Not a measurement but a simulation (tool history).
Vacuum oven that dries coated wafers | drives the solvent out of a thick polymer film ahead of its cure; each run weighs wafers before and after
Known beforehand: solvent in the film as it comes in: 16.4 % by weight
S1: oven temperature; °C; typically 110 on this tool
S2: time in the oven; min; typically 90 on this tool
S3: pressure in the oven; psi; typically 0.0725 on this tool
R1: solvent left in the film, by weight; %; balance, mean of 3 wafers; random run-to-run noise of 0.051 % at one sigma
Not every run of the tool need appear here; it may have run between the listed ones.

run 1 hour=0.0 | S1=110 S2=90 S3=0.0725 | R1=1.06
run 2 hour=17.8 | S1=110 S2=68 S3=0.0725 | R1=1.78
run 3 hour=30.0 | S1=120 S2=90 S3=0.0725 | R1=0.55
run 4 hour=58.6 | S1=110 S2=90 S3=0.1727 | R1=1.57
run 5 hour=75.4 | S1=110 S2=90 S3=0.1727 | R1=1.56
run 6 hour=99.1 | S1=110 S2=90 S3=0.1727 | R1=1.63
run 7 hour=126.7 | S1=110 S2=90 S3=0.0725 | R1=1.19
run 8 hour=140.5 | S1=110 S2=90 S3=0.0725 | R1=1.32
run 9 hour=166.6 | S1=110 S2=90 S3=0.0725 | R1=1.14
run 10 hour=187.1 | S1=110 S2=90 S3=0.0725 | R1=1.15
run 11 hour=213.9 | S1=110 S2=90 S3=0.0725 | R1=1.25
run 12 hour=227.9 | S1=110 S2=90 S3=0.0725 | R1=1.17
run 13 hour=256.5 | S1=110 S2=90 S3=0.0725 | R1=1.19
run 14 hour=270.6 | S1=110 S2=90 S3=0.0725 | R1=1.26
run 15 hour=288.4 | S1=110 S2=90 S3=0.0725 | R1=1.18
run 16 hour=313.8 | S1=110 S2=90 S3=0.0725 | R1=1.23
run 17 hour=326.2 | S1=110 S2=90 S3=0.0725 | R1=1.27
run 18 hour=351.0 | S1=110 S2=90 S3=0.0725 | R1=1.16
run 19 hour=368.2 | S1=110 S2=88 S3=0.0725 | R1=1.36
run 20 hour=391.6 | S1=116 S2=147 S3=0.1640 | R1=0.82
run 21 hour=403.6 | S1=121 S2=90 S3=0.0725 | R1=0.62
-- hour=408.1 oven's thermocouples calibrated
run 22 hour=425.5 | S1=119 S2=90 S3=0.2241 | R1=1.10
run 23 hour=442.3 | S1=119 S2=90 S3=0.2241 | R1=1.25
run 24 hour=467.5 | S1=119 S2=90 S3=0.2241 | R1=1.21
run 25 hour=484.1 | S1=110 S2=143 S3=0.0715 | R1=0.81
-- hour=498.0 oven's thermocouples calibrated, once more
run 26 hour=503.4 | S1=97 S2=97 S3=0.1223 | R1=2.81
run 27 hour=521.1 | S1=103 S2=99 S3=0.0426 | R1=1.46
run 28 hour=548.4 | S1=110 S2=70 S3=0.0718 | R1=1.62
run 29 hour=571.1 | S1=110 S2=70 S3=0.0718 | R1=1.70
run 30 hour=598.4 | S1=106 S2=90 S3=0.2419 | R1=2.40
run 31 hour=627.7 | S1=106 S2=90 S3=0.2419 | R1=2.43
run 32 hour=647.6 | S1=108 S2=90 S3=0.0725 | R1=1.38
run 33 hour=667.4 | S1=97 S2=118 S3=0.2656 | R1=3.16
run 34 hour=689.3 | S1=97 S2=118 S3=0.2656 | R1=3.17
run 35 hour=718.0 | S1=123 S2=141 S3=0.0725 | R1=0.39
run 36 hour=738.4 | S1=123 S2=141 S3=0.0725 | R1=0.39
run 37 hour=751.8 | S1=123 S2=141 S3=0.0725 | R1=0.51

4 options for the next run, each taken on its own from the tool as it stands now. Forecast them:
run A hour=770.8 | S1=111 S2=90 S3=0.0725 | R1=?
run B hour=770.8 | S1=102 S2=148 S3=0.2577 | R1=?
run C hour=770.8 | S1=110 S2=57 S3=0.0725 | R1=?
run D hour=770.8 | S1=110 S2=90 S3=0.2572 | R1=?

run=A R1=1.18
run=B R1=2.16
run=C R1=2.45
run=D R1=1.96
Take away the tool's hidden state, keep each run's random variation, and the runs would have read:
run=A R1=0.88
run=B R1=1.75
run=C R1=2.15
run=D R1=1.64
